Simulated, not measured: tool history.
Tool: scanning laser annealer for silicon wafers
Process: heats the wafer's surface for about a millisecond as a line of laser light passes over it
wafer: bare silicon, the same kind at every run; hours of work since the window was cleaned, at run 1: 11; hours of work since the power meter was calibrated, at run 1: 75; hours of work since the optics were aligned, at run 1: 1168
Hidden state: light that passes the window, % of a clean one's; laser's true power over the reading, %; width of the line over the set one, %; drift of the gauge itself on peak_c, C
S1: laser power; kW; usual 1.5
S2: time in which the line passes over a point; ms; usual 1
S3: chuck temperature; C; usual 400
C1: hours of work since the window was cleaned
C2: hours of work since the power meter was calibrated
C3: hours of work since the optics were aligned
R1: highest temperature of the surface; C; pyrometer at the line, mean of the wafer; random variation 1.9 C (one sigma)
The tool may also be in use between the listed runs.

run   hour     S1    S2   S3   C1   C2    C3    R1
  1      0    1.5     1  400   11   75  1168  1120
  2   14.2    1.5     1  400   18   82  1175  1118
  3   23.1    1.5     1  400   22   86  1180  1116
  4   32.7    1.5     1  400   27   91  1185  1119
  5   43.2    1.5     1  400   32   96  1190  1115
  6   55.9    1.5     1  400   38  103  1196  1116
  7   72.9    1.5  1.05  400   47  111  1204  1137
  8   80.5    1.5  1.05  400   50  115  1208  1135
      89.2  -- optics aligned, line set to its width
  9   98.2    1.5     1  400   57  121     4  1127
 10  110.8    1.5     1  386   63  127    11  1112
 11  123.3    1.5     1  405   69  133    17  1133
 12  141.5    1.5     1  405   78  142    26  1131
 13  155.7    1.5     1  385   85  149    33  1115
 14  172.4    1.5     1  373   93  157    41  1100
 15  184.5    1.5     1  410   99  163    47  1140
 16  196.4    1.5     1  410  105  169    53  1136
 17  207.9    1.5     1  410  110  175    58  1133
 18  215.4    1.5     1  410  114  178    62  1137
 19  224.7    1.5     1  385  119  183    67  1111
 20  234.8    1.5     1  385  124  188    71  1112
 21  251.5    1.5     1  385  132  196    80  1110
 22  264.5    1.5     1  385  138  203    86  1110
 23  273.4    1.5     1  385  143  207    90  1107
 24  285.4  1.372     1  414  149  213    96  1083
 25  299.6  1.372     1  414  155  220   103  1085
 26  309.8  1.287     1  371  161  225   108  1000
 27    328    1.5  0.73  422  169  234   117  1038
 28  339.4  1.438  0.94  379  175  239   123  1053
 29  355.9    1.5  0.95  379  183  247   131  1086
 30  366.3    1.5     1  366  188  253   136  1094
 31  383.3   1.51  0.71  366  197  261   144   976
 32  400.1  1.429     1  379  205  269   153  1070
 33  408.2  1.429  1.01  387  209  273   157  1083
 34  417.9    1.5  0.74  368  214  278   161   987
 35  428.1  1.338  1.25  389  219  283   166  1121
 36  444.2  1.338  1.25  389  226  291   174  1125
 37  458.8  1.591  1.02  406  234  298   181  1179
 38  474.3  1.591  1.02  406  241  306   189  1175
 39  490.5  1.591  1.02  388  249  313   197  1158
 40  507.9  1.591  1.02  388  258  322   206  1159

How the hidden state differs across the entries between the runs, from the last listed run before each to the first after it:
Between runs 8 and 9: optics aligned, line set to its width (hour 89.2)
  light that passes the window, % of a clean one's: 99.63 -> 99.62; laser's true power over the reading, %: 0.09 -> 0.1; width of the line over the set one, %: 3.99 -> 0.38
  measured less the result without the state, R1: -13 -> -3 C
